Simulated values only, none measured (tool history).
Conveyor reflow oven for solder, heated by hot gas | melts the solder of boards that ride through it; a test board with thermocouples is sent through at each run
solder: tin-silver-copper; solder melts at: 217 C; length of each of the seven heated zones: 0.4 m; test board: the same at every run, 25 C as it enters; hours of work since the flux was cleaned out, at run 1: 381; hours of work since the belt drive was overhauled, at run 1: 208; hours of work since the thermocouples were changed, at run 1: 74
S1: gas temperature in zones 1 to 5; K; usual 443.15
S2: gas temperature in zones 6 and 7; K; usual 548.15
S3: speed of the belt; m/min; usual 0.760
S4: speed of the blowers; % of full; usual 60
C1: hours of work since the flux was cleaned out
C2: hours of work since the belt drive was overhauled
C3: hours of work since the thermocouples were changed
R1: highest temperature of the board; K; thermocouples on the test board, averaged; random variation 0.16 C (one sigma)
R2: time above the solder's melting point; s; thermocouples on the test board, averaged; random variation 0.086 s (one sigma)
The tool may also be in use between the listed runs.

{"run": 1, "hour": 0.0, "S1": 443.15, "S2": 548.15, "S3": 0.76, "S4": 60, "C1": 381, "C2": 208, "C3": 74, "R1": 534.55, "R2": 51.72}
{"run": 2, "hour": 9.7, "S1": 443.15, "S2": 548.15, "S3": 0.76, "S4": 60, "C1": 388, "C2": 214, "C3": 81, "R1": 534.65, "R2": 51.86}
{"run": 3, "hour": 17.8, "S1": 443.15, "S2": 548.15, "S3": 0.76, "S4": 60, "C1": 394, "C2": 220, "C3": 87, "R1": 534.55, "R2": 51.64}
{"run": 4, "hour": 30.8, "S1": 443.15, "S2": 548.15, "S3": 0.76, "S4": 60, "C1": 403, "C2": 229, "C3": 96, "R1": 534.75, "R2": 51.61}
{"run": 5, "hour": 40.0, "S1": 443.15, "S2": 548.15, "S3": 0.76, "S4": 60, "C1": 410, "C2": 236, "C3": 103, "R1": 534.55, "R2": 51.68}
{"run": 6, "hour": 52.9, "S1": 443.15, "S2": 548.15, "S3": 0.76, "S4": 60, "C1": 419, "C2": 245, "C3": 112, "R1": 534.45, "R2": 51.84}
{"run": 7, "hour": 58.2, "S1": 443.15, "S2": 548.15, "S3": 0.76, "S4": 60, "C1": 422, "C2": 249, "C3": 116, "R1": 534.65, "R2": 51.59}
{"run": 8, "hour": 69.0, "S1": 443.15, "S2": 548.15, "S3": 0.76, "S4": 60, "C1": 430, "C2": 257, "C3": 123, "R1": 534.55, "R2": 51.63}
{"run": 9, "hour": 77.0, "S1": 443.15, "S2": 548.15, "S3": 0.76, "S4": 60, "C1": 436, "C2": 262, "C3": 129, "R1": 534.55, "R2": 51.75}
{"run": 10, "hour": 84.2, "S1": 443.15, "S2": 548.15, "S3": 0.76, "S4": 60, "C1": 441, "C2": 267, "C3": 134, "R1": 534.65, "R2": 51.75}
{"run": 11, "hour": 97.2, "S1": 443.15, "S2": 548.15, "S3": 0.76, "S4": 66, "C1": 450, "C2": 277, "C3": 144, "R1": 536.15, "R2": 52.42}
{"run": 12, "hour": 107.1, "S1": 443.15, "S2": 548.15, "S3": 0.76, "S4": 66, "C1": 457, "C2": 284, "C3": 151, "R1": 535.75, "R2": 52.68}
{"run": 13, "hour": 117.6, "S1": 443.15, "S2": 548.15, "S3": 0.76, "S4": 66, "C1": 465, "C2": 291, "C3": 158, "R1": 535.95, "R2": 52.52}
{"run": 14, "hour": 130.2, "S1": 443.15, "S2": 548.15, "S3": 0.76, "S4": 66, "C1": 474, "C2": 300, "C3": 167, "R1": 536.35, "R2": 52.73}
{"run": 15, "hour": 140.1, "S1": 443.15, "S2": 548.15, "S3": 0.76, "S4": 60, "C1": 481, "C2": 307, "C3": 174, "R1": 534.35, "R2": 51.67}
{"run": 16, "hour": 147.4, "S1": 443.15, "S2": 548.15, "S3": 0.76, "S4": 60, "C1": 486, "C2": 312, "C3": 179, "R1": 534.35, "R2": 51.84}
{"hour": 153.2, "done": "flux residue cleaned out of gas plates and filters"}
{"run": 17, "hour": 165.1, "S1": 443.15, "S2": 554.15, "S3": 0.76, "S4": 60, "C1": 8, "C2": 321, "C3": 188, "R1": 540.05, "R2": 54.11}
{"run": 18, "hour": 175.0, "S1": 443.15, "S2": 562.15, "S3": 0.726, "S4": 60, "C1": 16, "C2": 329, "C3": 195, "R1": 549.65, "R2": 60.15}
{"run": 19, "hour": 183.0, "S1": 443.15, "S2": 548.15, "S3": 0.849, "S4": 83, "C1": 21, "C2": 334, "C3": 201, "R1": 537.25, "R2": 47.52}
{"run": 20, "hour": 193.7, "S1": 438.15, "S2": 552.15, "S3": 0.72, "S4": 78, "C1": 29, "C2": 342, "C3": 209, "R1": 543.35, "R2": 57.81}
{"run": 21, "hour": 201.3, "S1": 438.15, "S2": 552.15, "S3": 0.72, "S4": 78, "C1": 34, "C2": 347, "C3": 214, "R1": 543.55, "R2": 57.83}
{"run": 22, "hour": 209.8, "S1": 438.15, "S2": 552.15, "S3": 0.72, "S4": 78, "C1": 40, "C2": 353, "C3": 220, "R1": 543.35, "R2": 57.96}
{"run": 23, "hour": 221.9, "S1": 441.15, "S2": 552.15, "S3": 0.855, "S4": 72, "C1": 49, "C2": 362, "C3": 229, "R1": 537.75, "R2": 46.71}
{"run": 24, "hour": 231.7, "S1": 444.15, "S2": 562.15, "S3": 0.76, "S4": 60, "C1": 56, "C2": 369, "C3": 236, "R1": 547.85, "R2": 57.33}
{"run": 25, "hour": 240.6, "S1": 456.15, "S2": 551.15, "S3": 0.765, "S4": 76, "C1": 62, "C2": 375, "C3": 242, "R1": 542.35, "R2": 58.14}
{"run": 26, "hour": 250.3, "S1": 456.15, "S2": 551.15, "S3": 0.765, "S4": 76, "C1": 69, "C2": 382, "C3": 249, "R1": 542.25, "R2": 58.21}
{"run": 27, "hour": 258.9, "S1": 443.15, "S2": 549.15, "S3": 0.76, "S4": 60, "C1": 75, "C2": 388, "C3": 255, "R1": 535.45, "R2": 52.1}
{"run": 28, "hour": 267.1, "S1": 443.15, "S2": 548.15, "S3": 0.838, "S4": 58, "C1": 81, "C2": 394, "C3": 261, "R1": 530.95, "R2": 44.64}
{"run": 29, "hour": 275.7, "S1": 456.15, "S2": 548.15, "S3": 0.667, "S4": 85, "C1": 87, "C2": 400, "C3": 267, "R1": 542.85, "R2": 67.56}
{"run": 30, "hour": 283.5, "S1": 443.15, "S2": 561.15, "S3": 0.76, "S4": 60, "C1": 93, "C2": 406, "C3": 273, "R1": 546.75, "R2": 56.65}

Hidden state at the last listed run before each entry between runs and at the first one after, where it differs:
Between runs 16 and 17: flux residue cleaned out of gas plates and filters (hour 153.2)
  heat that the gas passes to the board, % of a clean oven's: 99.1 -> 100
